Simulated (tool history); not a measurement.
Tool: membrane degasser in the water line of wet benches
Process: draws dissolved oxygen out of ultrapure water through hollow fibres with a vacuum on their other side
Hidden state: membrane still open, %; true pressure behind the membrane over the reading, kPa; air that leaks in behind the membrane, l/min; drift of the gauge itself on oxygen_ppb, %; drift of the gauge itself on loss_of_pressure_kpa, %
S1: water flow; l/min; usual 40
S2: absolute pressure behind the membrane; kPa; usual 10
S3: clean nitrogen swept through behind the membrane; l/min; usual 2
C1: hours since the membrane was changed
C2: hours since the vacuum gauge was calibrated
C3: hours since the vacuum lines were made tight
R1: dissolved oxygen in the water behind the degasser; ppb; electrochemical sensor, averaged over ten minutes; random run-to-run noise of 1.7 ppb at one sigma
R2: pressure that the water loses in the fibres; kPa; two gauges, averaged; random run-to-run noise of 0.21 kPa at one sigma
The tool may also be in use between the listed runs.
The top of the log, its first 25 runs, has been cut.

Run 26, hour 1387.7: usual settings but S1 34 l/min, S2 9 kPa, S3 0.83 l/min; C1 2202; C2 2919; C3 8563. Result: R1 455.8 ppb, R2 40.89 kPa.
Run 27, hour 1424.4: usual settings but S1 52 l/min, S2 8.3 kPa, S3 1.46 l/min; C1 2239; C2 2956; C3 8599. Result: R1 387.4 ppb, R2 63.05 kPa.
Run 28, hour 1466.4: usual settings but S1 52 l/min, S2 6.1 kPa, S3 1.89 l/min; C1 2281; C2 2998; C3 8641. Result: R1 201.5 ppb, R2 63.1 kPa.
Run 29, hour 1526.8: usual settings but S1 52 l/min, S2 6.1 kPa, S3 1.89 l/min; C1 2341; C2 3059; C3 8702. Result: R1 199.3 ppb, R2 62.58 kPa.
Run 30, hour 1595: usual settings but S1 35 l/min, S3 0.92 l/min; C1 2410; C2 3127; C3 8770. Result: R1 505.8 ppb, R2 42.01 kPa.
Run 31, hour 1647.2: usual settings but S1 57 l/min, S3 2.42 l/min; C1 2462; C2 3179; C3 8822. Result: R1 378.7 ppb, R2 68.34 kPa.
Run 32, hour 1729.7: usual settings but S1 42 l/min, S3 1.13 l/min; C1 2544; C2 3261; C3 8905. Result: R1 500.3 ppb, R2 50.83 kPa.
Run 33, hour 1787.9: usual settings but S1 55 l/min, S2 20.3 kPa, S3 1.43 l/min; C1 2603; C2 3320; C3 8963. Result: R1 1203.2 ppb, R2 66.19 kPa.

Branching from run 33: 3 alternative next runs. What would each branch give?
Run A, hour 1844.1: usual settings but S1 26 l/min, S2 8.2 kPa; C1 2659; C2 3376; C3 9019. Result: R1 ?, R2 ?.
Run B, hour 1844.1: usual settings but S1 29 l/min, S2 21.8 kPa, S3 4.55 l/min; C1 2659; C2 3376; C3 9019. Result: R1 ?, R2 ?.
Run C, hour 1844.1: usual settings but S1 28 l/min, S2 12.3 kPa; C1 2659; C2 3376; C3 9019. Result: R1 ?, R2 ?.

run     R1     R2
  A  149.6  31.03
  B  278.5  34.96
  C  286.8  33.37
With the hidden condition removed and each run's random variation left untouched, the same runs would have given:
run     R1     R2
  A  149.5  31.02
  B  278.3  34.95
  C  286.6  33.36
